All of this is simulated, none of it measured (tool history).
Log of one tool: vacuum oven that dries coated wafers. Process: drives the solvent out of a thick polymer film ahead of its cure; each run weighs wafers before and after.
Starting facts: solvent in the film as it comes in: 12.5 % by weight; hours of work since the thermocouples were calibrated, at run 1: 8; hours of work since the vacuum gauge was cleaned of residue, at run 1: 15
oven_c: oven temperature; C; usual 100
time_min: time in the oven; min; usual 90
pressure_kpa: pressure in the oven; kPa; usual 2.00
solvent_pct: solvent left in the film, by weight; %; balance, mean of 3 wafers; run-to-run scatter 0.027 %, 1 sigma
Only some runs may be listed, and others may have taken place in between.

run    day  oven_c  time_min  pressure_kpa  hours of work since the thermocouples were calibrated  hours of work since the vacuum gauge was cleaned of residue  solvent_pct
  1  0.000     100        90          2.00                                                      8                                                           15         2.35
  2  0.425     100        50          2.00                                                     14                                                           21         3.33
  3  0.771     100        50          2.00                                                     18                                                           25         3.38
  4  1.071     100        90          2.00                                                     22                                                           29         2.28
  5  1.458     100        90          2.00                                                     27                                                           35         2.34
  6  1.858     100        90          2.00                                                     33                                                           40         2.37
  7  2.225     100        90          2.00                                                     38                                                           45         2.36
  8  2.496     100        90          2.00                                                     41                                                           49         2.31
  9  2.800     100       105          2.00                                                     45                                                           53         2.19
 10  3.021     100       105          2.00                                                     48                                                           56         2.19
 11  3.254     100       105          2.74                                                     52                                                           59         2.98
 12  3.692     100        51          2.00                                                     57                                                           65         3.26
 13  3.904     100        51          2.00                                                     60                                                           67         3.29
 14  4.388      94        90          1.08                                                     67                                                           74         2.04
 15  4.704      87        79          1.08                                                     71                                                           78         3.51

Forecast run 16:
 16  4.925      87        79          1.08                                                     74                                                           81            ?

solvent_pct: 3.50 %
If the tool had no hidden condition, the same run with the same run-to-run variation would have returned solvent_pct 3.39 %.
